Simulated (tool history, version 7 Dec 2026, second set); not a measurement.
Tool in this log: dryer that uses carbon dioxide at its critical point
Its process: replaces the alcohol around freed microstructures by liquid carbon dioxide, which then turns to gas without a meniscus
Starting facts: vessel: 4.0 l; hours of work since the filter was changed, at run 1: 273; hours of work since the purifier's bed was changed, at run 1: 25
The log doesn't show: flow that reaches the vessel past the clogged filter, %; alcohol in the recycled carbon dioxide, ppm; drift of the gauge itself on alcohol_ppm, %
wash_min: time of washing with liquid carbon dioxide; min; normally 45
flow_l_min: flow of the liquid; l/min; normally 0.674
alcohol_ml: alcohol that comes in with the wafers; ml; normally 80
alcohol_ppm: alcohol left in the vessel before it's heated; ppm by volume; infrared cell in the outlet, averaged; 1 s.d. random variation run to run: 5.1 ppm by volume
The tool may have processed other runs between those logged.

run,hour,wash_min,flow_l_min,alcohol_ml,hours of work since the filter was changed,hours of work since the purifier's bed was changed,alcohol_ppm
1,0,45,0.674,80,273,25,84
2,13.8,45,0.674,80,279,31,87
3,29.8,45,0.674,80,285,37,85
4,39,45,0.674,80,289,41,83
5,49.2,45,0.674,80,293,45,81
6,57.9,45,0.674,80,296,48,82
7,68.1,45,0.919,80,300,52,17
8,77.7,45,0.537,80,304,56,257
9,96.1,45,0.537,80,311,63,263
10,110.8,45,0.537,80,317,69,270
11,120.8,41,0.459,98,321,73,819
12,130.3,65,0.459,98,325,77,133
13,146.7,45,0.743,51,331,83,45
14,159.5,45,0.743,51,336,88,52
15,173,29,0.429,83,342,94,2257
16,186.7,42,0.639,99,347,99,214
17,203.2,42,0.639,99,354,106,218
18,212,28,0.72,99,357,109,658
19,229.4,45,0.423,80,364,116,692

Forecast each of these 4 alternatives for the next run:
A,241.8,62,0.674,21,369,121,?
B,241.8,45,0.806,28,369,121,?
C,241.8,56,0.954,21,369,121,?
D,241.8,55,0.867,28,369,121,?

run,alcohol_ppm
A,29
B,36
C,28
D,38
With the hidden condition removed and each run's random variation left untouched, the same runs would have given:
run,alcohol_ppm
A,3
B,7
C,3
D,13

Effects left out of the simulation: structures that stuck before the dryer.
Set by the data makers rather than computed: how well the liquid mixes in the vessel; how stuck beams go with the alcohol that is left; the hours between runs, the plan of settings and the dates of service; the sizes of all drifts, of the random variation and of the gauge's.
